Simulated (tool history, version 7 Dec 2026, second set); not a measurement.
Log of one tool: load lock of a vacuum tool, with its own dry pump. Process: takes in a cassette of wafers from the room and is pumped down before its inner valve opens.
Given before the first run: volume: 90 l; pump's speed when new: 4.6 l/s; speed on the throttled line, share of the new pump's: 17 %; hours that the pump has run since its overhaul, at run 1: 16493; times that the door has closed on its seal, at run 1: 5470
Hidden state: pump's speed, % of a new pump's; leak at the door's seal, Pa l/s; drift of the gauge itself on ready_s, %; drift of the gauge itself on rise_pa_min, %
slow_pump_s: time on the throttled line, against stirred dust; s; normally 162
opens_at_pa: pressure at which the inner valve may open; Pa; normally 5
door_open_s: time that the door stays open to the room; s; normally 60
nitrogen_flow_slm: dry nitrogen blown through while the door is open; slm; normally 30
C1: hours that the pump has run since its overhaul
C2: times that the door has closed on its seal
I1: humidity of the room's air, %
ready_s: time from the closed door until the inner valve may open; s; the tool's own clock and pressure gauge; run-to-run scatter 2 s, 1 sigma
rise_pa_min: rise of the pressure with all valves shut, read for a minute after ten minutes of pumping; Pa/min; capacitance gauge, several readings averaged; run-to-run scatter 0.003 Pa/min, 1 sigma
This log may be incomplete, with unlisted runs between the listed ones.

{"run": 1, "hour": 0.0, "slow_pump_s": 162, "opens_at_pa": 5, "door_open_s": 60, "nitrogen_flow_slm": 30, "C1": 16493, "C2": 5470, "I1": 48.0, "ready_s": 363.3, "rise_pa_min": 0.018}
{"run": 2, "hour": 96.1, "slow_pump_s": 162, "opens_at_pa": 5, "door_open_s": 60, "nitrogen_flow_slm": 30, "C1": 16589, "C2": 5607, "I1": 46.8, "ready_s": 360.3, "rise_pa_min": 0.025}
{"run": 3, "hour": 184.9, "slow_pump_s": 162, "opens_at_pa": 5, "door_open_s": 60, "nitrogen_flow_slm": 30, "C1": 16678, "C2": 5734, "I1": 43.5, "ready_s": 360.3, "rise_pa_min": 0.028}
{"run": 4, "hour": 252.0, "slow_pump_s": 162, "opens_at_pa": 5, "door_open_s": 60, "nitrogen_flow_slm": 30, "C1": 16745, "C2": 5829, "I1": 45.8, "ready_s": 362.8, "rise_pa_min": 0.023}
{"run": 5, "hour": 305.7, "slow_pump_s": 162, "opens_at_pa": 5, "door_open_s": 60, "nitrogen_flow_slm": 30, "C1": 16799, "C2": 5906, "I1": 47.6, "ready_s": 360.1, "rise_pa_min": 0.023}
{"run": 6, "hour": 348.6, "slow_pump_s": 162, "opens_at_pa": 5, "door_open_s": 60, "nitrogen_flow_slm": 30, "C1": 16842, "C2": 5967, "I1": 41.3, "ready_s": 364.5, "rise_pa_min": 0.028}
{"run": 7, "hour": 434.0, "slow_pump_s": 263, "opens_at_pa": 8, "door_open_s": 60, "nitrogen_flow_slm": 9, "C1": 16927, "C2": 6089, "I1": 41.9, "ready_s": 434.5, "rise_pa_min": 0.033}
{"run": 8, "hour": 482.9, "slow_pump_s": 232, "opens_at_pa": 7, "door_open_s": 42, "nitrogen_flow_slm": 17, "C1": 16976, "C2": 6159, "I1": 46.6, "ready_s": 413.2, "rise_pa_min": 0.026}
{"run": 9, "hour": 576.9, "slow_pump_s": 184, "opens_at_pa": 5, "door_open_s": 60, "nitrogen_flow_slm": 40, "C1": 17070, "C2": 6293, "I1": 46.2, "ready_s": 377.5, "rise_pa_min": 0.024}
{"run": 10, "hour": 656.9, "slow_pump_s": 184, "opens_at_pa": 5, "door_open_s": 42, "nitrogen_flow_slm": 10, "C1": 17150, "C2": 6407, "I1": 43.3, "ready_s": 380.4, "rise_pa_min": 0.033}
{"run": 11, "hour": 746.8, "slow_pump_s": 242, "opens_at_pa": 4, "door_open_s": 60, "nitrogen_flow_slm": 30, "C1": 17240, "C2": 6535, "I1": 45.6, "ready_s": 429.8, "rise_pa_min": 0.029}

Alternative continuations, all from the tool just after run 11; predict every row:
{"run": "A", "hour": 787.5, "slow_pump_s": 264, "opens_at_pa": 5, "door_open_s": 60, "nitrogen_flow_slm": 5, "C1": 17281, "C2": 6594, "I1": 44.9, "ready_s": "?", "rise_pa_min": "?"}
{"run": "B", "hour": 787.5, "slow_pump_s": 242, "opens_at_pa": 4, "door_open_s": 183, "nitrogen_flow_slm": 30, "C1": 17281, "C2": 6594, "I1": 47.1, "ready_s": "?", "rise_pa_min": "?"}
{"run": "C", "hour": 787.5, "slow_pump_s": 242, "opens_at_pa": 7, "door_open_s": 60, "nitrogen_flow_slm": 11, "C1": 17281, "C2": 6594, "I1": 43.0, "ready_s": "?", "rise_pa_min": "?"}

run=A ready_s=442.3 rise_pa_min=0.040
run=B ready_s=433.3 rise_pa_min=0.026
run=C ready_s=418.3 rise_pa_min=0.032
The same runs, with their run-to-run variation unchanged, on a tool lacking any hidden condition would have given:
run=A ready_s=412.8 rise_pa_min=0.023
run=B ready_s=402.4 rise_pa_min=0.009
run=C ready_s=389.7 rise_pa_min=0.015

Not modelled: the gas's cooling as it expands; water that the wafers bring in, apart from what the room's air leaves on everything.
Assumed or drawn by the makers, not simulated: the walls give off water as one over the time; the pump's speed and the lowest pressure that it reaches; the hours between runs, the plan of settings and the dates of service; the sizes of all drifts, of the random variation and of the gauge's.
